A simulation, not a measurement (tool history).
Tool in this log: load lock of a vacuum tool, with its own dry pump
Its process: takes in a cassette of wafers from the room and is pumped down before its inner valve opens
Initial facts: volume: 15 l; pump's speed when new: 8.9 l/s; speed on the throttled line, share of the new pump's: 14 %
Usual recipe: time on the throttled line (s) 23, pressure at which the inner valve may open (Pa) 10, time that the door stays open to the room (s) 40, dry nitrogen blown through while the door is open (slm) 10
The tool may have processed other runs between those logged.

run	day	time on the throttled line (s)	pressure at which the inner valve may open (Pa)	time that the door stays open to the room (s)	dry nitrogen blown through while the door is open (slm)	incoming humidity of the room's air, %	time from the closed door until the inner valve may open (s)	rise of the pressure with all valves shut (Pa/min)
1	0.000	23	10	40	10	49.9	35.9	0.079
2	18.346	23	12	40	10	48.1	35.5	0.099
3	38.033	23	12	40	10	47.4	35.5	0.110
4	64.267	23	10	40	10	46.2	36.7	0.127
5	81.250	23	10	103	10	44.5	36.4	0.170
6	102.233	23	10	103	10	44.1	36.5	0.191
7	127.600	23	10	40	10	46.0	35.6	0.180
8	140.308	23	10	40	10	46.0	35.5	0.194
9	159.250	23	10	40	10	45.8	36.2	0.214
10	189.146	23	10	40	10	46.6	36.4	0.239
11	211.312	23	10	40	12	44.3	36.2	0.265
12	231.079	23	10	231	13	45.0	36.7	0.354
13	251.738	23	7	40	16	44.2	37.1	0.316
14	273.254	46	10	40	37	45.5	56.5	0.326
15	293.792	23	14	60	10	50.3	36.0	0.388
16	320.275	23	10	40	5	43.2	37.5	0.401

Each row is a separate what-if for the run after 16, all from the same tool condition, not one after another. Results?
A	336.788	23	9	40	21	44.6	?	?
B	336.788	23	19	40	5	45.1	?	?
C	336.788	44	10	82	10	43.3	?	?
D	336.788	14	10	40	11	43.2	?	?
E	336.788	23	19	42	6	44.5	?	?

run	time from the closed door until the inner valve may open (s)	rise of the pressure with all valves shut (Pa/min)
A	36.5	0.419
B	35.0	0.422
C	54.4	0.442
D	28.9	0.419
E	35.9	0.428
Stripped of hidden state, with their random variation kept, the same runs would have yielded:
run	time from the closed door until the inner valve may open (s)	rise of the pressure with all valves shut (Pa/min)
A	34.9	0.028
B	33.6	0.043
C	53.2	0.057
D	27.2	0.039
E	34.5	0.044

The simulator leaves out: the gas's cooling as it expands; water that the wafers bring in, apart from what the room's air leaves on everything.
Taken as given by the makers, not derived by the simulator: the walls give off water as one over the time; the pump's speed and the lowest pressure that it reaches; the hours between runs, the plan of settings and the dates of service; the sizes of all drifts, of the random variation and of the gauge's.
